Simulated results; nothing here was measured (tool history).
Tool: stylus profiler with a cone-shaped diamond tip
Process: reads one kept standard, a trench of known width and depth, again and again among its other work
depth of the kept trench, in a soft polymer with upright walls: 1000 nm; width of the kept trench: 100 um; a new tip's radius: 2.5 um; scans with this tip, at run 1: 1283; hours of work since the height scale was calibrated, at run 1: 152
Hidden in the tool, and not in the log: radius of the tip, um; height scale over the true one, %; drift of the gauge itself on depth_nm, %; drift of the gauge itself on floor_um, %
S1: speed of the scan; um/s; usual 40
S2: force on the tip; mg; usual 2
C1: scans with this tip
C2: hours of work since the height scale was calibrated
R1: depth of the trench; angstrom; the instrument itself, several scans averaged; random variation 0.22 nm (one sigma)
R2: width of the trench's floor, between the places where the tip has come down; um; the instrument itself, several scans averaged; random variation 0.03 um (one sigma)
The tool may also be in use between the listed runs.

run 1 day=0 | S1=40 S2=2 | C1=1283 C2=152 | R1=10068.6 R2=95.85
run 2 day=0.388 | S1=40 S2=2 | C1=1318 C2=156 | R1=10070.4 R2=95.79
run 3 day=0.817 | S1=40 S2=2 | C1=1358 C2=161 | R1=10066.8 R2=95.8
run 4 day=1.496 | S1=40 S2=2 | C1=1420 C2=168 | R1=10067 R2=95.86
run 5 day=2.008 | S1=40 S2=2 | C1=1466 C2=174 | R1=10066.7 R2=95.8
run 6 day=2.6 | S1=40 S2=2 | C1=1520 C2=180 | R1=10068.9 R2=95.84
run 7 day=3.154 | S1=40 S2=5.29 | C1=1571 C2=186 | R1=10130.3 R2=95.92
run 8 day=3.825 | S1=40 S2=5.29 | C1=1632 C2=193 | R1=10128.2 R2=95.91
run 9 day=4.317 | S1=40 S2=5.29 | C1=1677 C2=199 | R1=10128.9 R2=95.9
run 10 day=4.8 | S1=40 S2=5.29 | C1=1721 C2=204 | R1=10128.7 R2=95.92
run 11 day=5.479 | S1=40 S2=5.29 | C1=1783 C2=211 | R1=10131.4 R2=95.91
run 12 day=6.162 | S1=40 S2=5.29 | C1=1846 C2=219 | R1=10129.2 R2=95.91
run 13 day=6.912 | S1=20 S2=5.7 | C1=1914 C2=227 | R1=10136.8 R2=95.9
run 14 day=7.383 | S1=69 S2=1.11 | C1=1957 C2=232 | R1=10047.5 R2=95.64
run 15 day=7.796 | S1=69 S2=1.11 | C1=1995 C2=236 | R1=10047.6 R2=95.64
run 16 day=8.238 | S1=121 S2=2.82 | C1=2035 C2=241 | R1=10086 R2=95.62
run 17 day=8.571 | S1=41 S2=5.24 | C1=2065 C2=245 | R1=10129.3 R2=95.87
run 18 day=9.167 | S1=41 S2=5.24 | C1=2120 C2=251 | R1=10129.5 R2=95.87
run 19 day=9.508 | S1=41 S2=5.24 | C1=2151 C2=255 | R1=10126.2 R2=95.94
run 20 day=10.175 | S1=40 S2=4.89 | C1=2212 C2=262 | R1=10121.1 R2=95.92
run 21 day=10.658 | S1=40 S2=4.89 | C1=2256 C2=267 | R1=10118.3 R2=95.89

4 ways to go on from here, each from the tool as it stands after run 21. What would each give?
run A day=10.962 | S1=53 S2=0.73 | C1=2284 C2=271 | R1=? R2=?
run B day=10.962 | S1=125 S2=4.89 | C1=2284 C2=271 | R1=? R2=?
run C day=10.962 | S1=40 S2=1.89 | C1=2284 C2=271 | R1=? R2=?
run D day=10.962 | S1=24 S2=5.97 | C1=2284 C2=271 | R1=? R2=?

run=A R1=10035 R2=95.67
run=B R1=10123.1 R2=95.66
run=C R1=10060.5 R2=95.83
run=D R1=10138 R2=95.96
Without the tool's hidden state the same runs would have given:
run=A R1=10034.9 R2=95.67
run=B R1=10123.1 R2=95.66
run=C R1=10060.4 R2=95.83
run=D R1=10138 R2=95.96

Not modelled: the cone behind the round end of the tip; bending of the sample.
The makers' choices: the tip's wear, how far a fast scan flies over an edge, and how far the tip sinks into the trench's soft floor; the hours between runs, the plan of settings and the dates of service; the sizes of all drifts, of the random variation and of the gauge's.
